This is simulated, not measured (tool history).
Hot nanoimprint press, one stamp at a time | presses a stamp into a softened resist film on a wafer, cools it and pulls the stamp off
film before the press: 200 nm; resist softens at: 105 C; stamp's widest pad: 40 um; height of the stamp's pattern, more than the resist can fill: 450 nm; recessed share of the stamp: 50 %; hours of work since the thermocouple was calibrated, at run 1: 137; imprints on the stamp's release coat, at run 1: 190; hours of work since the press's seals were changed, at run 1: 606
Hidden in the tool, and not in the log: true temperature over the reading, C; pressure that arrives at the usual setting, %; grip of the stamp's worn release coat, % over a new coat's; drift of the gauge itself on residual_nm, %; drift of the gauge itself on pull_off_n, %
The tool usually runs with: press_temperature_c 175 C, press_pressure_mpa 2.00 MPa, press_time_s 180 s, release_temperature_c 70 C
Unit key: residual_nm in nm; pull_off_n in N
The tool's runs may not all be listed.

run,hour,press_temperature_c,press_pressure_mpa,press_time_s,release_temperature_c,hours of work since the thermocouple was calibrated,imprints on the stamp's release coat,hours of work since the press's seals were changed,residual_nm,pull_off_n
1,0.0,175,2.00,180,70,137,190,606,96.3,191
2,19.4,175,2.00,180,70,152,275,621,96.8,191
3,31.6,175,2.00,180,70,162,328,630,96.0,188
4,42.6,175,1.35,180,70,170,376,638,112.4,191
5,56.0,175,2.00,180,70,180,434,649,95.7,190
6,67.9,175,2.00,180,74,189,486,658,95.7,173
7,85.8,175,2.00,180,74,203,564,672,95.2,173
8,96.5,175,2.00,180,70,211,611,680,95.6,195
9,109.4,175,1.34,180,70,221,667,690,111.8,189
10,121.8,175,2.00,332,70,231,720,699,74.9,191
11,138.6,166,2.00,180,70,244,793,712,143.7,192
# hour 156.1: plate thermocouple calibrated
12,157.1,166,2.00,180,70,1,861,724,143.1,193
13,170.3,175,2.00,180,70,11,919,734,94.9,192
14,179.9,175,2.00,180,70,18,961,742,94.4,194
15,191.8,175,2.00,180,70,27,1012,751,94.4,190
16,200.3,169,1.71,201,74,34,1049,757,128.8,176
# hour 207.5: gauge calibrated
17,216.6,169,1.71,201,74,46,1120,770,131.4,173
18,232.2,175,2.00,180,74,58,1188,782,96.5,173
19,245.1,175,2.00,180,74,68,1244,792,96.3,175
20,259.0,175,2.00,180,74,79,1305,802,95.9,176
21,267.9,180,2.87,184,70,86,1343,809,60.9,193
22,278.4,170,1.91,140,72,94,1389,817,133.6,185
23,297.8,170,1.91,140,72,109,1474,832,133.1,183
24,307.2,175,1.44,234,70,116,1515,839,99.6,190
25,316.9,167,1.28,118,58,123,1557,847,166.5,248
# hour 329.7: stamp cleaned and given a new release coat
26,336.6,167,1.28,101,64,134,30,857,169.9,218
27,349.1,175,2.06,180,70,144,85,867,94.1,189
28,364.7,175,2.06,180,70,156,153,879,93.2,192
29,379.7,175,2.37,141,70,167,218,890,96.2,191
30,397.8,175,2.37,141,70,181,297,904,96.2,191

Alternative continuations, all from the tool just after run 30; predict every row:
A,411.4,170,2.37,141,70,191,356,915,?,?
B,411.4,175,2.17,141,64,191,356,915,?,?
C,411.4,175,3.04,332,66,191,356,915,?,?

run,residual_nm,pull_off_n
A,122.8,193
B,99.5,219
C,60.8,209
Had the tool no hidden state, the same runs would have come out as:
run,residual_nm,pull_off_n
A,125.4,193
B,101.6,218
C,62.0,209
